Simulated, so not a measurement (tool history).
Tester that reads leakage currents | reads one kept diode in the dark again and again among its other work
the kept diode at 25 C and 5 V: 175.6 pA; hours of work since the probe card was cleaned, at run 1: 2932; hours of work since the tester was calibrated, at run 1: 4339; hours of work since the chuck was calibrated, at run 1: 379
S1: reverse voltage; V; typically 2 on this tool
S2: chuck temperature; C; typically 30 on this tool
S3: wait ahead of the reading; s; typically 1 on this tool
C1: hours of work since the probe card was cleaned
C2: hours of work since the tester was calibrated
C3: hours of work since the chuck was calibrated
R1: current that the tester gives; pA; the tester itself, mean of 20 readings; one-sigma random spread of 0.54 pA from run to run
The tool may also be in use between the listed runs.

run 1 day=0 | S1=2 S2=30 S3=1 | C1=2932 C2=4339 C3=379 | R1=179.91
run 2 day=4.2 | S1=2 S2=30 S3=1 | C1=2994 C2=4401 C3=441 | R1=180.5
-- day=8.288 probe card cleaned and baked
run 3 day=10.596 | S1=2 S2=28 S3=1 | C1=34 C2=4494 C3=533 | R1=153.1
run 4 day=15.642 | S1=2 S2=28 S3=1 | C1=108 C2=4568 C3=608 | R1=153.13
-- day=22.854 chuck's temperature calibrated
run 5 day=23.55 | S1=2 S2=28 S3=1 | C1=224 C2=4683 C3=10 | R1=152.57
-- day=27.542 tester calibrated
run 6 day=27.817 | S1=2 S2=28 S3=1 | C1=285 C2=4 C3=72 | R1=152.7
run 7 day=31.633 | S1=2 S2=28 S3=1 | C1=342 C2=60 C3=128 | R1=152.93
run 8 day=36.471 | S1=2 S2=28 S3=1 | C1=413 C2=132 C3=200 | R1=152.24
run 9 day=43.683 | S1=2 S2=28 S3=1 | C1=519 C2=238 C3=306 | R1=152.82
run 10 day=48.733 | S1=2 S2=28 S3=1 | C1=594 C2=312 C3=380 | R1=152.09
run 11 day=52.933 | S1=2 S2=28 S3=1 | C1=656 C2=374 C3=442 | R1=152.55
run 12 day=58.338 | S1=1.06 S2=30 S3=1 | C1=735 C2=454 C3=522 | R1=136.19
run 13 day=64.896 | S1=2 S2=45 S3=1 | C1=832 C2=551 C3=619 | R1=583.92
run 14 day=69.404 | S1=2 S2=45 S3=1 | C1=899 C2=617 C3=685 | R1=584.75
-- day=70.875 chuck's temperature calibrated
run 15 day=76.733 | S1=2 S2=45 S3=1 | C1=1005 C2=724 C3=86 | R1=582.65
run 16 day=84.4 | S1=2 S2=25 S3=1 | C1=1118 C2=837 C3=199 | R1=118.6
run 17 day=91.479 | S1=2 S2=25 S3=1 | C1=1223 C2=941 C3=304 | R1=119.4
run 18 day=95.696 | S1=2 S2=25 S3=0.35 | C1=1285 C2=1003 C3=366 | R1=119.27
run 19 day=99.467 | S1=2 S2=30 S3=1.02 | C1=1340 C2=1059 C3=422 | R1=180.04
run 20 day=105.308 | S1=2 S2=30 S3=1.02 | C1=1427 C2=1145 C3=508 | R1=180.6
run 21 day=111.2 | S1=2 S2=26 S3=1 | C1=1513 C2=1232 C3=594 | R1=129.17
run 22 day=117.083 | S1=2 S2=40 S3=1.08 | C1=1600 C2=1319 C3=681 | R1=400.04
-- day=119.229 chuck's temperature calibrated
run 23 day=125.921 | S1=2 S2=40 S3=1.08 | C1=1729 C2=1448 C3=99 | R1=399.03
run 24 day=134.167 | S1=14.51 S2=54 S3=0.89 | C1=1851 C2=1569 C3=220 | R1=2649.36

What will run 25 give?
run 25 day=138.571 | S1=11.46 S2=54 S3=0.89 | C1=1916 C2=1634 C3=285 | R1=?

R1: 2372.4 pA
The same run, on a tool lacking any hidden state, would have yielded R1 2371.21 pA.

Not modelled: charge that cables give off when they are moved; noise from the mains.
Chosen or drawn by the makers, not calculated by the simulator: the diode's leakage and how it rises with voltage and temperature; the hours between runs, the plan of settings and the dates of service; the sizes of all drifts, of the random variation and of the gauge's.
